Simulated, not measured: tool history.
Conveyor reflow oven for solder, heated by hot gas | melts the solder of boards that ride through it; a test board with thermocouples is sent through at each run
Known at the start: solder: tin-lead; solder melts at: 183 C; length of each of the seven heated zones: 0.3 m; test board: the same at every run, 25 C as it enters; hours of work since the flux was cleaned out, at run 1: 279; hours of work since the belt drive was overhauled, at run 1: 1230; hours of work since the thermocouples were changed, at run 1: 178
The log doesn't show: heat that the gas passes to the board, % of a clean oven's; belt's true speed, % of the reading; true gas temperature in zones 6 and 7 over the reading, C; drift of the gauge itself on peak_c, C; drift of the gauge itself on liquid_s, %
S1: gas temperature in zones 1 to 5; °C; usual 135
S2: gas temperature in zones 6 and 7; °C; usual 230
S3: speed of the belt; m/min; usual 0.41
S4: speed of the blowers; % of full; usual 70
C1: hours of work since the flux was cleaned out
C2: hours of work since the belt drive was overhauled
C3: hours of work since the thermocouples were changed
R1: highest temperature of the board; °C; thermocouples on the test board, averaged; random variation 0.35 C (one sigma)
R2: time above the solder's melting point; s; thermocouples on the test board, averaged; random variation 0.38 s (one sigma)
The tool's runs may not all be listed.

run	day	S1	S2	S3	S4	C1	C2	C3	R1	R2
1	0	135	230	0.41	70	279	1230	178	216.2	64.7
2	1.033	135	230	0.41	70	299	1250	197	216.5	65
3	1.908	135	230	0.477	70	315	1266	213	211.6	51.1
4	3.254	135	230	0.477	70	340	1291	238	211.8	50.4
# day 3.688: flux residue cleaned out of gas plates and filters
5	4.667	135	230	0.477	70	18	1313	261	211.3	51.4
6	5.612	135	230	0.41	70	36	1331	279	217.1	65.5
7	6.512	135	230	0.41	70	53	1348	295	216.5	64.8
8	7.508	135	230	0.41	70	71	1366	314	216.8	64.8
9	8.817	135	230	0.41	70	96	1391	338	217.2	65
10	10.246	135	230	0.41	70	122	1417	365	216.1	65.1
11	12.029	135	230	0.41	70	155	1451	398	217	65.4
12	12.917	120	230	0.41	70	172	1467	415	214.4	57.3
13	13.842	120	230	0.41	70	189	1484	432	214.7	58.1
14	14.954	120	230	0.41	70	210	1505	453	214	57.3
15	16.25	120	230	0.41	70	234	1529	477	214.6	57.4
16	17.4	147	221	0.41	54	255	1551	498	208.5	60.4
# day 18.804: belt drive overhauled, speed set with a stopwatch
17	19.333	136	221	0.41	54	288	10	531	205.4	53.2
18	20.358	136	218	0.41	54	307	29	550	203	49.5
19	21.667	143	230	0.41	70	332	53	574	217.8	69.2
# day 22.471: flux residue cleaned out of gas plates and filters
20	22.879	122	244	0.339	51	8	72	593	229.6	85.6
21	23.733	122	244	0.339	51	24	88	609	229.9	85.3
# day 25.142: thermocouples of zones 6 and 7 changed
22	25.546	140	235	0.41	78	56	120	8	222.6	73
23	26.904	135	228	0.387	81	81	146	33	217.6	71.6
24	27.983	135	228	0.468	57	101	166	53	208.1	47.8
25	28.867	134	224	0.396	61	118	182	69	209.7	60.6
26	29.788	140	230	0.453	70	135	199	87	214.1	57.8
27	30.575	140	230	0.453	70	149	214	101	214.6	58
28	31.912	140	230	0.453	70	174	239	126	214.4	58.5
29	33.667	140	230	0.453	70	207	271	159	214.5	57.6

5 ways to go on from here, each from the tool as it stands after run 29. What would each give?
A	34.992	127	224	0.41	70	232	296	183	?	?
B	34.992	140	239	0.41	64	232	296	183	?	?
C	34.992	121	240	0.41	70	232	296	183	?	?
D	34.992	140	230	0.453	73	232	296	183	?	?
E	34.992	122	230	0.43	70	232	296	183	?	?

run	R1	R2
A	210.4	55.3
B	223.8	73.1
C	224	65.9
D	215.2	58.9
E	213.2	53.9
Without the tool's hidden state the same runs would have given:
run	R1	R2
A	210.4	55.4
B	223.9	73.1
C	224.1	66
D	215.2	59
E	213.3	54
